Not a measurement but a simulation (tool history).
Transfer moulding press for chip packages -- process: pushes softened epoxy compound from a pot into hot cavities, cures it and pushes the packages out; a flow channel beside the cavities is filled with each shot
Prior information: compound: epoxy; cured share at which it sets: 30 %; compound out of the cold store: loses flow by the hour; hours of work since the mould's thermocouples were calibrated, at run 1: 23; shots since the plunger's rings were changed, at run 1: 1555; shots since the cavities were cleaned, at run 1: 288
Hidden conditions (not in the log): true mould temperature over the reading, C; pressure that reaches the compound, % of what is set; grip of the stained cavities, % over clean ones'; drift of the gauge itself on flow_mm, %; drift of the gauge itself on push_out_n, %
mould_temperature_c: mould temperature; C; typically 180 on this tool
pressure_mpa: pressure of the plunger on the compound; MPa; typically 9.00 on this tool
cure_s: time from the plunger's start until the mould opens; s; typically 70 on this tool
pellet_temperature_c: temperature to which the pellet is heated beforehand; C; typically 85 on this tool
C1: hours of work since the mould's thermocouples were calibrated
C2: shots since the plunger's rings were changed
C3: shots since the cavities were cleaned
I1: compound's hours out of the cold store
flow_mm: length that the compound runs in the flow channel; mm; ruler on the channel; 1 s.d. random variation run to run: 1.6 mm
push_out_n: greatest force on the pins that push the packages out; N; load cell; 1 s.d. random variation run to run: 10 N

Run 1, hour 0.0: usual settings; C1 23; C2 1555; C3 288; I1 9.5. Result: flow_mm 893 mm, push_out_n 624 N.
Run 2, hour 4.7: usual settings; C1 26; C2 1637; C3 370; I1 27.6. Result: flow_mm 830 mm, push_out_n 588 N.
Run 3, hour 14.8: usual settings but pellet_temperature_c 89 C; C1 33; C2 1813; C3 546; I1 44.6. Result: flow_mm 775 mm, push_out_n 612 N.
At hour 20.9: cavities cleaned with cleaning compound and waxed.
Run 4, hour 22.7: usual settings but pellet_temperature_c 89 C; C1 37; C2 1925; C3 32; I1 9.7. Result: flow_mm 888 mm, push_out_n 771 N.
Run 5, hour 31.2: usual settings but pellet_temperature_c 89 C; C1 43; C2 2072; C3 179; I1 43.0. Result: flow_mm 776 mm, push_out_n 698 N.
Run 6, hour 35.5: usual settings but pellet_temperature_c 89 C; C1 46; C2 2148; C3 255; I1 18.3. Result: flow_mm 856 mm, push_out_n 773 N.
Run 7, hour 45.6: usual settings but mould_temperature_c 184 C; C1 53; C2 2324; C3 431; I1 25.3. Result: flow_mm 818 mm, push_out_n 569 N.
Run 8, hour 52.4: usual settings but mould_temperature_c 184 C; C1 57; C2 2442; C3 549; I1 16.9. Result: flow_mm 843 mm, push_out_n 581 N.
At hour 58.7: cavities cleaned with cleaning compound and waxed.
Run 9, hour 60.4: usual settings but mould_temperature_c 184 C; C1 61; C2 2556; C3 30; I1 10.2. Result: flow_mm 867 mm, push_out_n 405 N.
Run 10, hour 68.3: usual settings but mould_temperature_c 184 C; C1 67; C2 2693; C3 167; I1 25.7. Result: flow_mm 814 mm, push_out_n 418 N.
At hour 71.0: cavities cleaned with cleaning compound and waxed, once more.
Run 11, hour 75.5: usual settings; C1 70; C2 2792; C3 78; I1 15.4. Result: flow_mm 859 mm, push_out_n 496 N.
At hour 81.5: plunger's sealing rings changed.
Run 12, hour 86.0: usual settings; C1 76; C2 79; C3 218; I1 35.7. Result: flow_mm 820 mm, push_out_n 540 N.
Run 13, hour 95.7: usual settings; C1 82; C2 249; C3 388; I1 10.7. Result: flow_mm 905 mm, push_out_n 659 N.
Run 14, hour 100.4: usual settings but pellet_temperature_c 87 C; C1 85; C2 329; C3 468; I1 44.5. Result: flow_mm 788 mm, push_out_n 592 N.
Run 15, hour 108.8: usual settings but cure_s 105 s; C1 91; C2 477; C3 616; I1 35.4. Result: flow_mm 816 mm, push_out_n 344 N.
At hour 110.9: cavities cleaned with cleaning compound and waxed.
Run 16, hour 118.8: usual settings but cure_s 105 s; C1 97; C2 624; C3 137; I1 41.1. Result: flow_mm 798 mm, push_out_n 287 N.
Run 17, hour 128.7: usual settings but pressure_mpa 9.12 MPa, cure_s 109 s; C1 103; C2 797; C3 310; I1 17.2. Result: flow_mm 882 mm, push_out_n 318 N.
Run 18, hour 135.9: usual settings but pressure_mpa 9.12 MPa, cure_s 109 s; C1 108; C2 923; C3 436; I1 37.8. Result: flow_mm 812 mm, push_out_n 336 N.
Run 19, hour 141.8: usual settings but mould_temperature_c 187 C, pressure_mpa 7.53 MPa, cure_s 94 s, pellet_temperature_c 93 C; C1 112; C2 1026; C3 539; I1 33.3. Result: flow_mm 729 mm, push_out_n 338 N.
At hour 149.0: cavities cleaned with cleaning compound and waxed.
Run 20, hour 151.0: usual settings but mould_temperature_c 187 C, pressure_mpa 7.53 MPa, cure_s 94 s, pellet_temperature_c 93 C; C1 117; C2 1160; C3 35; I1 37.5. Result: flow_mm 716 mm, push_out_n 260 N.
Run 21, hour 158.6: usual settings but mould_temperature_c 187 C, pressure_mpa 7.53 MPa, cure_s 94 s, pellet_temperature_c 93 C; C1 122; C2 1292; C3 167; I1 9.5. Result: flow_mm 801 mm, push_out_n 274 N.
Run 22, hour 167.1: usual settings but mould_temperature_c 187 C, pressure_mpa 7.53 MPa, cure_s 94 s, pellet_temperature_c 93 C; C1 128; C2 1440; C3 315; I1 22.3. Result: flow_mm 757 mm, push_out_n 303 N.
Run 23, hour 175.9: usual settings but mould_temperature_c 181 C, pressure_mpa 8.56 MPa, cure_s 80 s, pellet_temperature_c 82 C; C1 134; C2 1593; C3 468; I1 20.6. Result: flow_mm 829 mm, push_out_n 433 N.
Run 24, hour 180.2: usual settings but mould_temperature_c 181 C, pressure_mpa 8.56 MPa, cure_s 80 s, pellet_temperature_c 82 C; C1 137; C2 1669; C3 544; I1 12.5. Result: flow_mm 857 mm, push_out_n 448 N.
At hour 186.4: cavities cleaned with cleaning compound and waxed.
Run 25, hour 188.3: usual settings but mould_temperature_c 176 C, pressure_mpa 8.30 MPa, pellet_temperature_c 84 C; C1 141; C2 1783; C3 32; I1 21.8. Result: flow_mm 824 mm, push_out_n 679 N.
Run 26, hour 197.4: usual settings but pellet_temperature_c 89 C; C1 147; C2 1943; C3 192; I1 21.0. Result: flow_mm 848 mm, push_out_n 543 N.
Run 27, hour 207.0: usual settings but mould_temperature_c 184 C, pellet_temperature_c 79 C; C1 154; C2 2109; C3 358; I1 14.7. Result: flow_mm 856 mm, push_out_n 489 N.
Run 28, hour 214.3: usual settings but mould_temperature_c 184 C, cure_s 86 s, pellet_temperature_c 79 C; C1 158; C2 2237; C3 486; I1 33.9. Result: flow_mm 795 mm, push_out_n 362 N.

Each row is a separate what-if for the run after 28, all from the same tool condition, not one after another. Results?
Run A, hour 218.9: usual settings but mould_temperature_c 184 C, cure_s 86 s, pellet_temperature_c 75 C; C1 162; C2 2318; C3 567; I1 11.4. Result: flow_mm ?, push_out_n ?.
Run B, hour 218.9: usual settings but mould_temperature_c 184 C, pressure_mpa 7.67 MPa, cure_s 99 s, pellet_temperature_c 78 C; C1 162; C2 2318; C3 567; I1 32.7. Result: flow_mm ?, push_out_n ?.
Run C, hour 218.9: usual settings but pressure_mpa 7.51 MPa, pellet_temperature_c 89 C; C1 162; C2 2318; C3 567; I1 44.0. Result: flow_mm ?, push_out_n ?.
Run D, hour 218.9: usual settings but mould_temperature_c 182 C, cure_s 72 s, pellet_temperature_c 94 C; C1 162; C2 2318; C3 567; I1 29.4. Result: flow_mm ?, push_out_n ?.

run  flow_mm  push_out_n
  A      868         376
  B      735         339
  C      703         600
  D      809         512
Had the tool no hidden state, the same runs would have come out as:
run  flow_mm  push_out_n
  A      896         264
  B      759         236
  C      726         418
  D      836         356

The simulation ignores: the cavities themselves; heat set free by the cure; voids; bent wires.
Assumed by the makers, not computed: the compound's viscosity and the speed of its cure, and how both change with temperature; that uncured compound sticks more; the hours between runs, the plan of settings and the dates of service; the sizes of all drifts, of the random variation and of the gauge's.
